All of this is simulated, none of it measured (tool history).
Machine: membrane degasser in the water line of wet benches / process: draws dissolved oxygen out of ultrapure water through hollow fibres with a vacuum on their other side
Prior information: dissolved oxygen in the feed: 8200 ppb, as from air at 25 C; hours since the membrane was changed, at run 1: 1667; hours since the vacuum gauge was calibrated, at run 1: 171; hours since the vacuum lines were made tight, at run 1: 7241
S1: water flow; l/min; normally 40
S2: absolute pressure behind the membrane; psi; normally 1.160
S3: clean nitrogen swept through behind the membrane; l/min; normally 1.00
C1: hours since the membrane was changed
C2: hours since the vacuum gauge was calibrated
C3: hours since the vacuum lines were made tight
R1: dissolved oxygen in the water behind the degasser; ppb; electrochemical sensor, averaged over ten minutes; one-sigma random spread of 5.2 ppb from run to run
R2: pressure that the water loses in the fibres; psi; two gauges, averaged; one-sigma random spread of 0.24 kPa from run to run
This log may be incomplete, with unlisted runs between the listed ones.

| run | hour | S1 | S2 | S3 | C1 | C2 | C3 | R1 | R2 |
|---|---|---|---|---|---|---|---|---|---|
| 1 | 0.0 | 40 | 1.160 | 1.00 | 1667 | 171 | 7241 | 514.8 | 9.391 |
| 2 | 40.1 | 40 | 1.160 | 1.00 | 1707 | 211 | 7281 | 528.7 | 9.448 |
| 3 | 76.5 | 57 | 1.160 | 1.00 | 1744 | 248 | 7318 | 768.3 | 13.403 |
| 4 | 95.0 | 40 | 1.160 | 1.20 | 1762 | 266 | 7336 | 469.4 | 9.423 |
| 5 | 133.6 | 47 | 1.160 | 1.00 | 1801 | 305 | 7375 | 629.0 | 11.127 |
| 6 | 155.6 | 47 | 1.160 | 1.00 | 1823 | 327 | 7397 | 630.4 | 11.149 |
| 7 | 183.5 | 40 | 1.160 | 1.00 | 1851 | 355 | 7425 | 513.8 | 9.367 |
| 8 | 226.8 | 40 | 1.160 | 1.00 | 1894 | 398 | 7468 | 522.7 | 9.485 |
| 9 | 268.5 | 40 | 1.160 | 1.00 | 1936 | 440 | 7510 | 524.3 | 9.372 |
| 10 | 297.1 | 40 | 1.160 | 1.00 | 1964 | 468 | 7538 | 522.6 | 9.416 |
| 11 | 324.0 | 40 | 1.160 | 1.00 | 1991 | 495 | 7565 | 530.0 | 9.461 |
| 12 | 365.3 | 40 | 1.160 | 1.00 | 2033 | 537 | 7606 | 536.6 | 9.485 |
| 13 | 396.3 | 40 | 1.160 | 1.14 | 2064 | 568 | 7637 | 487.0 | 9.409 |
| 14 | 428.8 | 40 | 1.160 | 1.14 | 2096 | 600 | 7670 | 486.4 | 9.432 |
| 15 | 463.7 | 40 | 1.160 | 1.14 | 2131 | 635 | 7705 | 498.7 | 9.487 |
| 16 | 497.7 | 56 | 1.160 | 1.00 | 2165 | 669 | 7739 | 755.1 | 13.284 |
| 17 | 521.0 | 37 | 1.505 | 1.50 | 2188 | 692 | 7762 | 501.4 | 8.744 |
| 18 | 548.0 | 27 | 1.160 | 1.00 | 2215 | 719 | 7789 | 336.0 | 6.405 |
| 19 | 573.0 | 33 | 1.977 | 0.58 | 2240 | 744 | 7814 | 1095.3 | 7.807 |
| 20 | 604.6 | 33 | 1.977 | 0.58 | 2272 | 776 | 7846 | 1079.6 | 7.841 |
| 21 | 635.4 | 33 | 1.977 | 0.58 | 2303 | 807 | 7876 | 1069.6 | 7.760 |
| 22 | 653.9 | 31 | 1.526 | 2.50 | 2321 | 825 | 7895 | 303.1 | 7.327 |
| 23 | 675.3 | 54 | 1.639 | 1.00 | 2343 | 847 | 7916 | 1000.0 | 12.763 |
| 24 | 717.1 | 60 | 2.408 | 0.86 | 2384 | 888 | 7958 | 1685.1 | 14.221 |
| 25 | 744.7 | 45 | 2.622 | 0.43 | 2412 | 916 | 7986 | 2085.5 | 10.605 |
| 26 | 788.1 | 48 | 1.952 | 0.44 | 2455 | 959 | 8029 | 1671.3 | 11.394 |
| 27 | 820.0 | 48 | 1.952 | 0.44 | 2487 | 991 | 8061 | 1610.6 | 11.419 |
| 28 | 858.8 | 48 | 1.952 | 0.40 | 2526 | 1030 | 8100 | 1696.7 | 11.380 |
| 29 | 895.6 | 48 | 1.952 | 0.40 | 2563 | 1067 | 8137 | 1704.4 | 11.277 |
| 30 | 929.4 | 48 | 0.808 | 0.40 | 2597 | 1101 | 8170 | 607.2 | 11.417 |
| 31 | 950.6 | 31 | 0.891 | 1.00 | 2618 | 1122 | 8192 | 283.2 | 7.340 |
| 32 | 977.5 | 58 | 1.173 | 1.87 | 2645 | 1149 | 8219 | 619.1 | 13.729 |

Forecast each of these 3 alternatives for the next run:
| A | 999.4 | 60 | 1.050 | 1.00 | 2667 | 1171 | 8240 | ? | ? |
| B | 999.4 | 47 | 1.173 | 1.87 | 2667 | 1171 | 8240 | ? | ? |
| C | 999.4 | 25 | 1.173 | 1.87 | 2667 | 1171 | 8240 | ? | ? |

| run | R1 | R2 |
|---|---|---|
| A | 742.1 | 14.173 |
| B | 475.4 | 11.106 |
| C | 207.6 | 5.865 |
Without the tool's hidden state the same runs would have given:
| run | R1 | R2 |
|---|---|---|
| A | 730.7 | 13.941 |
| B | 464.4 | 10.924 |
| C | 203.0 | 5.770 |
